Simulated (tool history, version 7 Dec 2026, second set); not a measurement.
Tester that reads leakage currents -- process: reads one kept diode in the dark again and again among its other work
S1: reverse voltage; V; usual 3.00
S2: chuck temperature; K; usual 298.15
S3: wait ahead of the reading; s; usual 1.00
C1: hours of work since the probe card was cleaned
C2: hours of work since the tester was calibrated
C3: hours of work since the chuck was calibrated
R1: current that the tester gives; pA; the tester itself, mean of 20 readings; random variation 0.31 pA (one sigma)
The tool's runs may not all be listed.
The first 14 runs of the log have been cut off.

| run | hour | S1 | S2 | S3 | C1 | C2 | C3 | R1 |
|---|---|---|---|---|---|---|---|---|
| 15 | 2007.6 | 3.00 | 298.15 | 1.00 | 1109 | 2601 | 818 | 112.56 |
| 16 | 2115.4 | 3.00 | 298.15 | 1.00 | 1193 | 2685 | 902 | 114.29 |
| 17 | 2277.2 | 3.00 | 298.15 | 1.00 | 1320 | 2812 | 1028 | 116.08 |
|  | 2306.3 | probe card cleaned and baked |
| 18 | 2372.7 | 5.19 | 298.15 | 1.00 | 52 | 2884 | 1101 | 135.81 |
| 19 | 2533.1 | 5.19 | 298.15 | 1.00 | 177 | 3009 | 1226 | 138.13 |
| 20 | 2647.0 | 2.60 | 313.15 | 2.03 | 266 | 3098 | 1315 | 354.78 |
| 21 | 2733.4 | 2.60 | 313.15 | 2.03 | 334 | 3166 | 1382 | 357.23 |
| 22 | 2844.9 | 2.60 | 307.15 | 2.03 | 421 | 3253 | 1469 | 221.89 |
| 23 | 2984.5 | 13.50 | 304.15 | 0.88 | 530 | 3362 | 1578 | 354.52 |
| 24 | 3102.0 | 3.00 | 308.15 | 1.00 | 621 | 3453 | 1670 | 260.98 |
| 25 | 3214.5 | 3.00 | 295.15 | 2.33 | 709 | 3541 | 1758 | 90.49 |
| 26 | 3293.4 | 3.00 | 295.15 | 2.33 | 771 | 3603 | 1820 | 90.66 |
| 27 | 3371.3 | 3.00 | 295.15 | 2.33 | 832 | 3664 | 1880 | 91.70 |
| 28 | 3518.4 | 3.00 | 295.15 | 2.33 | 947 | 3779 | 1995 | 92.96 |
| 29 | 3690.2 | 8.08 | 324.15 | 2.30 | 1081 | 3913 | 2129 | 1357.25 |
| 30 | 3798.7 | 15.46 | 329.15 | 1.00 | 1166 | 3998 | 2214 | 2531.28 |
| 31 | 3899.8 | 15.46 | 329.15 | 1.00 | 1245 | 4077 | 2293 | 2532.39 |
|  | 3962.5 | tester calibrated |
| 32 | 3994.6 | 4.59 | 329.15 | 1.00 | 1317 | 25 | 2366 | 1543.93 |
|  | 4023.1 | probe card cleaned and baked |
| 33 | 4167.0 | 6.79 | 295.15 | 1.41 | 112 | 157 | 2498 | 126.43 |
|  | 4182.5 | chuck's temperature calibrated |
| 34 | 4304.5 | 13.55 | 302.15 | 1.00 | 218 | 263 | 95 | 268.05 |
| 35 | 4456.5 | 13.55 | 302.15 | 1.00 | 337 | 382 | 214 | 273.90 |
| 36 | 4544.0 | 13.55 | 302.15 | 1.00 | 405 | 450 | 282 | 277.07 |
| 37 | 4680.8 | 2.62 | 308.15 | 7.73 | 512 | 557 | 389 | 226.28 |
| 38 | 4803.4 | 2.62 | 308.15 | 7.73 | 608 | 653 | 485 | 227.06 |

Consider 4 possible next runs. They are alternatives, not a sequence: every one starts from the tool as it was left by run 38. What does each give?
| A | 4894.1 | 1.07 | 305.15 | 7.73 | 679 | 724 | 556 | ? |
| B | 4894.1 | 4.97 | 298.15 | 1.50 | 679 | 724 | 556 | ? |
| C | 4894.1 | 2.54 | 313.15 | 0.55 | 679 | 724 | 556 | ? |
| D | 4894.1 | 16.06 | 312.15 | 0.59 | 679 | 724 | 556 | ? |

| run | R1 |
|---|---|
| A | 124.73 |
| B | 134.28 |
| C | 339.89 |
| D | 678.14 |
With no hidden state in the tool, these same runs would have given:
| run | R1 |
|---|---|
| A | 119.40 |
| B | 123.03 |
| C | 326.40 |
| D | 635.76 |
